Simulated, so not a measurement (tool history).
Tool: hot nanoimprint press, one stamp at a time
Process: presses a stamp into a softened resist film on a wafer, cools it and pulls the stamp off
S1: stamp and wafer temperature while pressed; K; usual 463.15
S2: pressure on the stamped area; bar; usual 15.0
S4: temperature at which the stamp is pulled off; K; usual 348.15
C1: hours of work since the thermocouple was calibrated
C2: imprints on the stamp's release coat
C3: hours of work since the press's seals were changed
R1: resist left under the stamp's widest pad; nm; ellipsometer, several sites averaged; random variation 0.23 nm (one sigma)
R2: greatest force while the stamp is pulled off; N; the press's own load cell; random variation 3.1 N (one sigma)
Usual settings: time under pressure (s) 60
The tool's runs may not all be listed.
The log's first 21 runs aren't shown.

Run 22, hour 1340.0: usual settings but S2 22.7 bar, time under pressure (s) 71; C1 465; C2 458; C3 438. Result: R1 88.8 nm, R2 143 N.
At hour 1348.2: plate thermocouple calibrated.
Run 23, hour 1397.4: usual settings but S1 458.15 K, S2 11.0 bar, time under pressure (s) 85, S4 351.15 K; C1 37; C2 645; C3 479. Result: R1 139.9 nm, R2 147 N.
Run 24, hour 1466.1: usual settings but S1 464.15 K, S2 21.4 bar; C1 89; C2 881; C3 531. Result: R1 94.6 nm, R2 145 N.
At hour 1545.7: stamp cleaned and given a new release coat.
Run 25, hour 1553.7: usual settings but S1 464.15 K, S2 9.0 bar; C1 151; C2 27; C3 592. Result: R1 148.4 nm, R2 148 N.
Run 26, hour 1626.4: usual settings but S2 11.2 bar; C1 206; C2 277; C3 648. Result: R1 136.0 nm, R2 144 N.
Run 27, hour 1692.4: usual settings but S2 13.7 bar, time under pressure (s) 45; C1 256; C2 504; C3 698. Result: R1 133.9 nm, R2 149 N.
Run 28, hour 1756.2: usual settings but S1 454.15 K; C1 304; C2 722; C3 746. Result: R1 143.8 nm, R2 149 N.
Run 29, hour 1828.8: usual settings but S1 470.15 K, S2 19.3 bar; C1 359; C2 972; C3 801. Result: R1 85.2 nm, R2 153 N.
At hour 1879.8: stamp cleaned and given a new release coat.
Run 30, hour 1918.0: usual settings but S1 470.15 K, S2 19.3 bar; C1 422; C2 132; C3 864. Result: R1 85.6 nm, R2 150 N.

Forecast each of these 3 alternatives for the next run:
Run A, hour 1952.5: usual settings but S1 454.15 K, S2 21.9 bar, S4 351.15 K; C1 448; C2 250; C3 890. Result: R1 ?, R2 ?.
Run B, hour 1952.5: usual settings but S1 470.15 K, S2 19.3 bar, S4 339.15 K; C1 448; C2 250; C3 890. Result: R1 ?, R2 ?.
Run C, hour 1952.5: usual settings but S4 339.15 K; C1 448; C2 250; C3 890. Result: R1 ?, R2 ?.

run     R1   R2
  A  118.1  146
  B   85.1  164
  C  115.6  162
Without the tool's hidden state the same runs would have given:
run     R1   R2
  A  124.5  146
  B   89.7  163
  C  121.9  162
